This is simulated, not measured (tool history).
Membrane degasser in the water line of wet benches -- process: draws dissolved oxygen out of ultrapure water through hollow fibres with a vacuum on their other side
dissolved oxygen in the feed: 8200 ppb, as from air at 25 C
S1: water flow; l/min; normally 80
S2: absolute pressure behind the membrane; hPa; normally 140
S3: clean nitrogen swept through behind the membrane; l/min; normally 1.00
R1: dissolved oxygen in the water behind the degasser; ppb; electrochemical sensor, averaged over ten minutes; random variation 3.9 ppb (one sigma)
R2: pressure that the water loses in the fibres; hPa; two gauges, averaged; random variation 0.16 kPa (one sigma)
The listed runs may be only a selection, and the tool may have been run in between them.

| run | hour | S1 | S2 | S3 | R1 | R2 |
|---|---|---|---|---|---|---|
| 1 | 0.0 | 80 | 140 | 1.00 | 1369.0 | 271.7 |
| 2 | 145.6 | 80 | 199 | 1.00 | 1935.3 | 272.5 |
|  | 301.9 | vacuum gauge calibrated |
| 3 | 301.9 | 80 | 140 | 1.05 | 1316.1 | 270.7 |
| 4 | 469.4 | 109 | 140 | 1.00 | 1665.8 | 369.6 |
| 5 | 569.6 | 109 | 140 | 0.46 | 2333.6 | 369.0 |
| 6 | 662.3 | 109 | 140 | 0.46 | 2351.9 | 367.9 |
| 7 | 808.5 | 74 | 140 | 1.00 | 1276.8 | 253.4 |
| 8 | 968.3 | 52 | 155 | 0.62 | 1498.3 | 178.9 |
| 9 | 1177.1 | 93 | 163 | 1.00 | 1735.0 | 313.7 |
| 10 | 1365.8 | 93 | 181 | 0.59 | 2493.9 | 316.7 |
| 11 | 1506.2 | 52 | 306 | 2.10 | 1285.6 | 176.2 |
| 12 | 1681.8 | 113 | 140 | 1.00 | 1686.2 | 384.6 |
| 13 | 1779.5 | 63 | 281 | 1.21 | 1991.4 | 215.1 |

What if the next run were any one of these 4? Each begins from the tool's condition after run 13:
| A | 1947.6 | 119 | 107 | 0.89 | ? | ? |
| B | 1947.6 | 65 | 313 | 2.05 | ? | ? |
| C | 1947.6 | 90 | 281 | 1.21 | ? | ? |
| D | 1947.6 | 63 | 115 | 0.52 | ? | ? |

| run | R1 | R2 |
|---|---|---|
| A | 1385.3 | 406.7 |
| B | 1578.1 | 221.3 |
| C | 2487.9 | 304.0 |
| D | 1319.5 | 215.7 |
Without the tool's unlogged condition, the same runs would have read:
| run | R1 | R2 |
|---|---|---|
| A | 1407.8 | 406.4 |
| B | 1604.2 | 221.1 |
| C | 2529.1 | 303.7 |
| D | 1341.3 | 215.5 |
